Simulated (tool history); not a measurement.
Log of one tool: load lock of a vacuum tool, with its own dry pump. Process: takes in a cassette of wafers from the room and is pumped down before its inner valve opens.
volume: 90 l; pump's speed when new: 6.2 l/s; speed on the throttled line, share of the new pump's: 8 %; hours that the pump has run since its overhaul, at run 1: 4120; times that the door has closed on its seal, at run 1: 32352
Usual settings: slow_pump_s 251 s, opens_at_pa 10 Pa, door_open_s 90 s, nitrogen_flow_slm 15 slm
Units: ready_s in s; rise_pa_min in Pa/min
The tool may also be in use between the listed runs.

run	hour	slow_pump_s	opens_at_pa	door_open_s	nitrogen_flow_slm	hours that the pump has run since its overhaul	times that the door has closed on its seal	incoming humidity of the room's air, %	ready_s	rise_pa_min
1	0.0	251	10	90	15	4120	32352	46.5	367.2	0.095
2	84.2	251	10	90	9	4204	32588	44.1	371.4	0.098
3	150.6	251	10	90	9	4271	32774	43.3	375.1	0.092
4	277.5	251	10	26	15	4398	33129	42.5	370.9	0.056
5	384.4	251	10	153	15	4505	33428	47.5	372.5	0.121
6	505.7	251	10	153	15	4626	33768	48.2	375.8	0.125
7	561.6	251	19	153	24	4682	33924	44.0	361.9	0.101
8	662.5	251	18	90	15	4783	34207	43.8	365.3	0.092

The next listed run, before its measurement:
9	719.5	251	18	90	15	4840	34366	44.5	?	?

Run 9 gave ready_s 364.3 s, rise_pa_min 0.095 Pa/min.
Without the tool's hidden state the same run would have given ready_s 357.9 s, rise_pa_min 0.051 Pa/min.
